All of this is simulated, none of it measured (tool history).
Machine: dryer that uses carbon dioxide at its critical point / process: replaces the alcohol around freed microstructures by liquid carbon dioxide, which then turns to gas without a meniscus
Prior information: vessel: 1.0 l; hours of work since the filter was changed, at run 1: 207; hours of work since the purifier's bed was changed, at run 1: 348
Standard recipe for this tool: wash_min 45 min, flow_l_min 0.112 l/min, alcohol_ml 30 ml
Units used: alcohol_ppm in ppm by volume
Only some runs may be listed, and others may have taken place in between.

run	hour	wash_min	flow_l_min	alcohol_ml	hours of work since the filter was changed	hours of work since the purifier's bed was changed	alcohol_ppm
1	0	45	0.112	30	207	348	513
2	17.4	45	0.112	30	220	361	517
3	30.1	45	0.112	30	229	370	540
4	49.6	45	0.132	30	244	385	331
5	63.5	45	0.132	30	254	395	345
6	89.7	45	0.132	30	274	415	347
7	106.2	45	0.073	30	286	427	2065
8	124.3	33	0.073	30	300	441	4248
9	147.2	33	0.073	30	317	458	4217
10	170.2	33	0.073	30	334	475	4288
11	188.7	33	0.073	30	348	489	4396
12	211.7	33	0.073	114	365	506	16214
13	224.7	45	0.157	30	375	516	277
14	242	45	0.157	30	388	529	300
15	265.2	45	0.157	30	405	546	311
16	285.6	35	0.112	30	421	562	1533
17	299.6	31	0.146	70	431	572	2100
18	318.4	52	0.146	68	445	586	380
19	338.1	59	0.111	54	460	601	545

What will run 20 give?
20	356.2	59	0.111	54	473	614	?

Run 20 gave alcohol_ppm 563 ppm by volume.
Had the tool carried no hidden state, the very same run would have given alcohol_ppm 131 ppm by volume.

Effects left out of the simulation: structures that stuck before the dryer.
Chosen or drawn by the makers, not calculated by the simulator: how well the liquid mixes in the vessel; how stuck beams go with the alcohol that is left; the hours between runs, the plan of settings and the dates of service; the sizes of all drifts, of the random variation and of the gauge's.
